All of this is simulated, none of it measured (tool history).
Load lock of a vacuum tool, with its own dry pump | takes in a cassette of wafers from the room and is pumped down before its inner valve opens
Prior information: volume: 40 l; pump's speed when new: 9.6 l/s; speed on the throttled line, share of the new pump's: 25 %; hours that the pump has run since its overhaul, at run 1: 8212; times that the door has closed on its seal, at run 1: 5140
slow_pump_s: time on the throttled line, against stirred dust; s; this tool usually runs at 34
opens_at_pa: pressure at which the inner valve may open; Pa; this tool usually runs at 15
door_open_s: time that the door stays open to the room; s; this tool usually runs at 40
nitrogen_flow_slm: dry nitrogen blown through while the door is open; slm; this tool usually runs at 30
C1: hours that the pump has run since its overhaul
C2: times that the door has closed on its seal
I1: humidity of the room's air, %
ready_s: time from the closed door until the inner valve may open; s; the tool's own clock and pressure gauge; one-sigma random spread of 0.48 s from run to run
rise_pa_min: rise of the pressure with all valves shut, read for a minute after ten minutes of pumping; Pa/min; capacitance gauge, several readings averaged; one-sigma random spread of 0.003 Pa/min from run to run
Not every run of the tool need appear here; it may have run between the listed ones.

run 1 day=0.000 | slow_pump_s=34 opens_at_pa=15 door_open_s=40 nitrogen_flow_slm=30 | C1=8212 C2=5140 | I1=45.4 | ready_s=65.7 rise_pa_min=0.051
run 2 day=7.071 | slow_pump_s=24 opens_at_pa=15 door_open_s=40 nitrogen_flow_slm=30 | C1=8382 C2=5543 | I1=47.0 | ready_s=58.7 rise_pa_min=0.050
run 3 day=13.842 | slow_pump_s=34 opens_at_pa=15 door_open_s=40 nitrogen_flow_slm=30 | C1=8544 C2=5929 | I1=43.4 | ready_s=66.8 rise_pa_min=0.057
run 4 day=19.875 | slow_pump_s=34 opens_at_pa=15 door_open_s=40 nitrogen_flow_slm=12 | C1=8689 C2=6272 | I1=43.0 | ready_s=66.5 rise_pa_min=0.063
run 5 day=24.371 | slow_pump_s=34 opens_at_pa=15 door_open_s=40 nitrogen_flow_slm=12 | C1=8797 C2=6528 | I1=42.2 | ready_s=66.3 rise_pa_min=0.069
run 6 day=31.871 | slow_pump_s=34 opens_at_pa=15 door_open_s=40 nitrogen_flow_slm=30 | C1=8977 C2=6955 | I1=43.5 | ready_s=67.1 rise_pa_min=0.056
run 7 day=35.838 | slow_pump_s=34 opens_at_pa=15 door_open_s=40 nitrogen_flow_slm=30 | C1=9072 C2=7181 | I1=42.2 | ready_s=66.5 rise_pa_min=0.053

Run 8, settings as shown, results not yet in. Your forecast:
run 8 day=42.612 | slow_pump_s=34 opens_at_pa=15 door_open_s=40 nitrogen_flow_slm=30 | C1=9235 C2=7567 | I1=43.7 | ready_s=? rise_pa_min=?

Run 8 measured ready_s 67.1 s, rise_pa_min 0.060 Pa/min.
On a tool with no hidden condition, and with the same random variation, this run would have come out at ready_s 62.8 s, rise_pa_min 0.031 Pa/min.
